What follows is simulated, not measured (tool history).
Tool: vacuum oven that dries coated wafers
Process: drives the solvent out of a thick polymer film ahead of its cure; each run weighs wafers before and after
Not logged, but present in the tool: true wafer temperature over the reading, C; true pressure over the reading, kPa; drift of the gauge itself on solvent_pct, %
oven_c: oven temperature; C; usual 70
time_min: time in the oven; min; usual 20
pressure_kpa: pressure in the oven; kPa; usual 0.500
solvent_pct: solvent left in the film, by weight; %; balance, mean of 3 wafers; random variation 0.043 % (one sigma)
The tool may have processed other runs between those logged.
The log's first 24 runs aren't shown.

| run | hour | oven_c | time_min | pressure_kpa | hours of work since the thermocouples were calibrated | hours of work since the vacuum gauge was cleaned of residue | solvent_pct |
|---|---|---|---|---|---|---|---|
| 25 | 877.1 | 57 | 14 | 0.986 | 839 | 54 | 10.93 |
| 26 | 910.9 | 57 | 14 | 0.986 | 857 | 71 | 10.61 |
| 27 | 935.6 | 57 | 14 | 0.986 | 870 | 85 | 10.94 |
| 28 | 980.7 | 70 | 20 | 0.288 | 894 | 109 | 1.88 |
| 29 | 1029.5 | 77 | 10 | 0.473 | 920 | 134 | 2.10 |
|  | 1050.5 | vacuum gauge cleaned of residue and calibrated, once more |
| 30 | 1073.4 | 73 | 24 | 0.470 | 943 | 12 | 0.76 |
| 31 | 1118.1 | 75 | 12 | 0.332 | 966 | 36 | 1.63 |
|  | 1137.7 | oven's thermocouples calibrated |
| 32 | 1162.0 | 75 | 12 | 0.332 | 13 | 58 | 1.65 |
| 33 | 1207.9 | 76 | 20 | 1.476 | 37 | 82 | 1.56 |
| 34 | 1246.3 | 58 | 20 | 0.500 | 58 | 103 | 7.00 |
| 35 | 1293.1 | 58 | 20 | 0.500 | 82 | 128 | 7.16 |
| 36 | 1323.3 | 58 | 20 | 0.500 | 98 | 144 | 7.08 |

What if the next run were any one of these 4? Each begins from the tool's condition after run 36:
| A | 1374.0 | 69 | 23 | 0.431 | 125 | 171 | ? |
| B | 1374.0 | 58 | 11 | 0.500 | 125 | 171 | ? |
| C | 1374.0 | 70 | 21 | 0.500 | 125 | 171 | ? |
| D | 1374.0 | 77 | 21 | 0.694 | 125 | 171 | ? |

| run | solvent_pct |
|---|---|
| A | 1.42 |
| B | 10.76 |
| C | 1.54 |
| D | 0.74 |
With no hidden state in the tool, these same runs would have given:
| run | solvent_pct |
|---|---|
| A | 1.32 |
| B | 10.60 |
| C | 1.45 |
| D | 0.70 |

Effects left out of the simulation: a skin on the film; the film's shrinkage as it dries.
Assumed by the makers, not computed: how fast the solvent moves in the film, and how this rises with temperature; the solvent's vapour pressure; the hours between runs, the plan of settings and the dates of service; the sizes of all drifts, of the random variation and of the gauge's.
